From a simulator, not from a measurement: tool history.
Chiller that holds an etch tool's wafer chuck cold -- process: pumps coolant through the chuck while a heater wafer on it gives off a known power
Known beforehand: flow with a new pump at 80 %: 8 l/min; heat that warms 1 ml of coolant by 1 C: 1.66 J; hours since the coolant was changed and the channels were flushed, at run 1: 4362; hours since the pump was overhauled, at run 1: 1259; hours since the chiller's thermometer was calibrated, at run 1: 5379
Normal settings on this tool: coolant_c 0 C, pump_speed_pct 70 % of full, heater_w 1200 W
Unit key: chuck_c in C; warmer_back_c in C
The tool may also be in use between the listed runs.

run,hour,coolant_c,pump_speed_pct,heater_w,hours since the coolant was changed and the channels were flushed,hours since the pump was overhauled,hours since the chiller's thermometer was calibrated,chuck_c,warmer_back_c
1,0.0,0,70,1200,4362,1259,5379,12.1,6.27
2,124.7,0,70,1200,4487,1384,5503,12.2,6.28
3,226.6,0,70,1200,4589,1486,5605,12.2,6.27
4,341.3,0,70,1200,4704,1600,5720,12.3,6.31
# hour 361.6: chiller's thermometer calibrated
5,448.9,0,61,1200,4810,1707,87,12.9,7.21
6,502.3,5,88,1576,4864,1761,141,17.9,6.66
7,574.2,-4,73,938,4935,1832,213,4.7,4.76
8,657.9,-7,90,975,5019,1916,296,1.0,4.06
9,764.6,1,70,1494,5126,2023,403,15.6,7.96
10,832.8,5,77,644,5194,2091,471,11.0,3.15

Predict each of these 5 candidate next runs independently; none follows another, all start after run 10:
A,946.6,5,60,644,5308,2205,585,?,?
B,946.6,0,88,1200,5308,2205,585,?,?
C,946.6,-6,77,644,5308,2205,585,?,?
D,946.6,5,68,644,5308,2205,585,?,?
E,946.6,1,67,644,5308,2205,585,?,?

run,chuck_c,warmer_back_c
A,12.1,3.99
B,9.9,5.18
C,-0.1,3.14
D,11.5,3.49
E,7.5,3.61
With no hidden state in the tool, these same runs would have given:
run,chuck_c,warmer_back_c
A,11.4,3.84
B,8.9,4.97
C,-0.7,3.02
D,10.8,3.35
E,6.9,3.47
